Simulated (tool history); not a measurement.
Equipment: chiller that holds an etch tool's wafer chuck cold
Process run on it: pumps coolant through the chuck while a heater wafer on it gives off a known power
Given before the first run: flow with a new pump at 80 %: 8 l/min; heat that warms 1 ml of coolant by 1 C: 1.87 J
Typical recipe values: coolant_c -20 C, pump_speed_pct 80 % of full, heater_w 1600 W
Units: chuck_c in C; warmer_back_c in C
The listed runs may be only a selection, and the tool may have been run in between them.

Run 1, day 0.000: usual settings. Result: chuck_c -7.3 C, warmer_back_c 6.49 C.
Run 2, day 2.342: usual settings. Result: chuck_c -7.3 C, warmer_back_c 6.66 C.
Run 3, day 3.992: usual settings but coolant_c -11 C. Result: chuck_c 1.6 C, warmer_back_c 6.61 C.
Run 4, day 6.012: usual settings but coolant_c -11 C. Result: chuck_c 1.7 C, warmer_back_c 6.54 C.
Run 5, day 8.621: usual settings but coolant_c -12 C. Result: chuck_c 0.8 C, warmer_back_c 6.62 C.
Run 6, day 11.054: usual settings but coolant_c -12 C. Result: chuck_c 0.8 C, warmer_back_c 6.63 C.
Run 7, day 13.338: usual settings but coolant_c -12 C. Result: chuck_c 0.8 C, warmer_back_c 6.60 C.
Run 8, day 15.633: usual settings. Result: chuck_c -7.2 C, warmer_back_c 6.59 C.
Run 9, day 17.458: usual settings. Result: chuck_c -7.0 C, warmer_back_c 6.56 C.
Run 10, day 19.975: usual settings. Result: chuck_c -7.3 C, warmer_back_c 6.61 C.
Run 11, day 23.892: usual settings but heater_w 1243 W. Result: chuck_c -9.8 C, warmer_back_c 5.16 C.
Run 12, day 26.975: usual settings but heater_w 1243 W. Result: chuck_c -9.9 C, warmer_back_c 5.14 C.
Run 13, day 28.904: usual settings but heater_w 1243 W. Result: chuck_c -9.9 C, warmer_back_c 5.14 C.
Run 14, day 30.921: usual settings. Result: chuck_c -7.1 C, warmer_back_c 6.68 C.
Run 15, day 32.783: usual settings. Result: chuck_c -7.3 C, warmer_back_c 6.63 C.
Run 16, day 36.275: usual settings but coolant_c -13 C. Result: chuck_c 0.1 C, warmer_back_c 6.82 C.
Run 17, day 40.258: usual settings but coolant_c -13 C. Result: chuck_c 0.2 C, warmer_back_c 6.79 C.
Run 18, day 44.017: usual settings but coolant_c -13 C. Result: chuck_c 0.2 C, warmer_back_c 6.78 C.
Run 19, day 46.433: usual settings but pump_speed_pct 73 % of full. Result: chuck_c -5.4 C, warmer_back_c 7.51 C.
Run 20, day 48.104: usual settings but coolant_c -27 C, pump_speed_pct 73 % of full, heater_w 853 W. Result: chuck_c -19.0 C, warmer_back_c 3.93 C.
Run 21, day 51.317: usual settings but coolant_c -27 C, pump_speed_pct 73 % of full, heater_w 853 W. Result: chuck_c -19.6 C, warmer_back_c 3.76 C.
Run 22, day 54.504: usual settings but coolant_c -13 C, pump_speed_pct 91 % of full, heater_w 942 W. Result: chuck_c -6.1 C, warmer_back_c 3.26 C.
Run 23, day 56.592: usual settings but coolant_c -13 C, pump_speed_pct 91 % of full, heater_w 942 W. Result: chuck_c -6.3 C, warmer_back_c 3.28 C.
Run 24, day 58.467: usual settings but coolant_c -13 C, pump_speed_pct 91 % of full, heater_w 942 W. Result: chuck_c -7.1 C, warmer_back_c 3.26 C.
Run 25, day 61.842: usual settings but coolant_c -13 C, pump_speed_pct 91 % of full, heater_w 942 W. Result: chuck_c -6.8 C, warmer_back_c 3.28 C.
Run 26, day 64.112: usual settings but pump_speed_pct 69 % of full. Result: chuck_c -6.3 C, warmer_back_c 7.65 C.
Run 27, day 67.104: usual settings but coolant_c -13 C, pump_speed_pct 67 % of full. Result: chuck_c 1.3 C, warmer_back_c 7.85 C.
Run 28, day 69.933: usual settings but coolant_c -17 C, pump_speed_pct 73 % of full, heater_w 1321 W. Result: chuck_c -6.2 C, warmer_back_c 5.88 C.
Run 29, day 71.983: usual settings but coolant_c -18 C, pump_speed_pct 61 % of full, heater_w 1354 W. Result: chuck_c -4.5 C, warmer_back_c 7.30 C.
Run 30, day 74.158: usual settings but coolant_c -17 C, pump_speed_pct 99 % of full, heater_w 2093 W. Result: chuck_c -4.0 C, warmer_back_c 6.65 C.
Run 31, day 77.179: usual settings but coolant_c -17 C, pump_speed_pct 99 % of full, heater_w 2093 W. Result: chuck_c -4.2 C, warmer_back_c 6.69 C.
Run 32, day 81.192: usual settings but coolant_c -17 C, pump_speed_pct 99 % of full, heater_w 2093 W. Result: chuck_c -4.2 C, warmer_back_c 6.68 C.
Run 33, day 82.825: usual settings but coolant_c -17 C, pump_speed_pct 99 % of full, heater_w 2093 W. Result: chuck_c -3.8 C, warmer_back_c 6.71 C.

Withheld: 3 entries from between the runs. Position of each, and hidden state at the listed run before versus the listed run after:
From run 15 to run 16: coolant pump overhauled (day 33.179)
  heat passed by the chuck's channels, % of clean ones': 96.3 -> 96.2; flow at a given pump speed, % of a new pump's: 96.6 -> 94.7; coolant's true temperature over the reading, C: 0.57 -> 0.58
  difference, measured minus the result without the unlogged condition, chuck_c: +1.2 -> +1.4 C; warmer_back_c: +0.22 -> +0.36 C
From run 20 to run 21: coolant pump overhauled, once more (day 50.117)
  heat passed by the chuck's channels, % of clean ones': 95.8 -> 95.7; flow at a given pump speed, % of a new pump's: 94.4 -> 99.9; coolant's true temperature over the reading, C: 0.62 -> 0.63
  difference, measured minus the result without the unlogged condition, chuck_c: +1.2 -> +0.8 C; warmer_back_c: +0.22 -> +0.00 C
From run 23 to run 24: chiller's thermometer calibrated (day 57.679)
  heat passed by the chuck's channels, % of clean ones': 95.6 -> 95.5; coolant's true temperature over the reading, C: 0.64 -> -0.1
  difference, measured minus the result without the unlogged condition, chuck_c: +0.9 -> +0.1 C; warmer_back_c: +0.01 -> +0.00 C
